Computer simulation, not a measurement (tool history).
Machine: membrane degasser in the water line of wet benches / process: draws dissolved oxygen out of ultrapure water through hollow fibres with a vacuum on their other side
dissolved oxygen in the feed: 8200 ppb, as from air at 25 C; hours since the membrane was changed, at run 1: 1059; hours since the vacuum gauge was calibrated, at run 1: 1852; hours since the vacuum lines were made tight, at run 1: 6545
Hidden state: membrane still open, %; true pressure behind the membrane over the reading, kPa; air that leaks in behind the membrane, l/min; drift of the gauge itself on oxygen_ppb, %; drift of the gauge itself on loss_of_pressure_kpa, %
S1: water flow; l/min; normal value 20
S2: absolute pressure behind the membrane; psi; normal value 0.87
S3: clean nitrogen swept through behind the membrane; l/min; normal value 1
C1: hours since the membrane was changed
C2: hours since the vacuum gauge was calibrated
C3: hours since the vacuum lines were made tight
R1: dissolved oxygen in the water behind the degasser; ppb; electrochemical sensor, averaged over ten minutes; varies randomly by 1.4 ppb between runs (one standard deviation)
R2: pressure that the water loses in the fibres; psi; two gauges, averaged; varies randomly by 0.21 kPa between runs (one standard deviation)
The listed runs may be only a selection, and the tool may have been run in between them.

run     day  S1     S2    S3    C1    C2    C3     R1      R2
  1       0  20   0.87     1  1059  1852  6545  136.4   6.953
  2   2.692  20   0.87     1  1124  1916  6609  134.8   6.998
  3   5.258  20   0.87  1.15  1185  1978  6671  118.5   7.029
  4   8.596  20   0.87  1.15  1266  2058  6751  120.1   6.998
  5  11.625  20   0.87  1.15  1338  2131  6824  121.6   7.039
  6  13.333  20   0.87  1.15  1379  2172  6865  119.7   6.988
  7  16.533  20   0.87  1.15  1456  2249  6941  120.4    7.05
  8  18.821  20   0.87     1  1511  2304  6996  133.7   7.037
  9    20.3  20   0.87     1  1546  2339  7032  132.9   7.052
 10  22.533  31   0.87     1  1600  2393  7085  266.7  10.862
 11    25.7  20   0.87  2.52  1676  2469  7162   64.2   7.094
 12  28.258  20   0.87     1  1737  2530  7223  133.7   7.097
 13  30.883  20   0.87     1  1801  2593  7286  134.6   7.043
 14  33.696  20   0.87     1  1868  2661  7353  132.6   7.049
 15  36.942  20   0.87  1.28  1946  2738  7431  111.6   7.124
 16  38.783  21  1.394  0.77  1990  2783  7475  377.4    7.44
 17  42.125  19   0.87     1  2070  2863  7556  127.3   6.727
 18  44.892  30  1.079  0.44  2137  2929  7622  557.4  10.663
 19  47.875  20  1.846     1  2208  3001  7694  414.6   7.127
 20  49.371  15  0.886   1.7  2244  3037  7730   63.4   5.353
 21   51.55  15  0.886   1.7  2296  3089  7782     63   5.417
 22  54.154  29  0.611   1.7  2359  3152  7844  106.3  10.356
     54.496  -- gauge calibrated
 23  57.467  20  0.611  0.75  2438  3231  7924   68.8   7.034
 24  59.733  20  0.851  0.75  2493  3285  7978  163.9   7.008
 25  62.383  20  0.851  0.75  2556  3349  8042  162.9   7.033

Branching from run 25: 4 alternative next runs. What would each branch give?
  A  64.246  20  0.851  0.53  2601  3394  8087   ?   ?
  B  64.246  20  0.851  0.48  2601  3394  8087   ?   ?
  C  64.246  20  1.233     1  2601  3394  8087   ?   ?
  D  64.246  18  1.574  0.77  2601  3394  8087   ?   ?

run     R1     R2
  A  214.5  7.027
  B  226.5      7
  C    245  6.978
  D  378.7  6.277
Without the tool's unlogged condition, the same runs would have read:
run     R1     R2
  A  214.5  6.995
  B  226.5  6.966
  C  244.9  6.946
  D  378.6  6.248
